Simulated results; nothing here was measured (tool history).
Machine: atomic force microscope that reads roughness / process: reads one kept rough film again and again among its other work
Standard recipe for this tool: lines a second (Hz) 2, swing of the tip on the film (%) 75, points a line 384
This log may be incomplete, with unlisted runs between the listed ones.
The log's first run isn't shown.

run   hour  lines a second (Hz)  swing of the tip on the film (%)  points a line  pictures with this tip  hours of work since the height scale was calibrated  roughness of the kept film (nm (root mean square))
  2   25.2                    2                                68            384                     113                                                  709                                               1.063
  3   81.2                    2                                75            474                     204                                                  752                                               1.016
  4  126.7                    2                                81            384                     277                                                  787                                               0.959
  5  156.3                    2                                81            384                     325                                                  809                                                0.93
  6  181.7                 0.58                                75            384                     366                                                  829                                               1.013
     187.1  -- new tip fitted
  7  214.2                 0.58                                75            384                      44                                                  853                                               1.136
  8  252.8                    2                                75            384                     107                                                  883                                               1.044
  9  299.3                    2                                75            384                     182                                                  918                                               1.014
 10  324.6                    2                                75            347                     223                                                  938                                               1.002
 11  376.7                    2                                75            817                     307                                                  978                                               0.975
 12  414.2                    2                                75            817                     368                                                 1006                                               0.958
     419.3  -- new tip fitted
 13    469                    2                                71            384                      81                                                 1048                                               1.069
 14  505.6                    2                                71            384                     140                                                 1076                                               1.054
 15  557.3                    2                                71            384                     224                                                 1115                                               1.026
 16  597.4                    2                                75            384                     288                                                 1146                                               0.977
 17  635.4                    2                                75            384                     350                                                 1175                                               0.966
     652.7  -- new tip fitted
 18    664                 1.84                                75            883                      19                                                 1197                                                 1.1
 19  695.5                 1.84                                75            883                      69                                                 1221                                               1.076
 20    731                 1.84                                64            348                     127                                                 1248                                               1.076

Run 21, settings as shown, results not yet in. Your forecast:
 21   764                    2                                67            384                     180                                                 1273                                                   ?

roughness of the kept film (nm (root mean square)): 1.061
Were there no unlogged condition in the tool, this run, its random variation unchanged, would have produced roughness of the kept film (nm (root mean square)) 1.128.
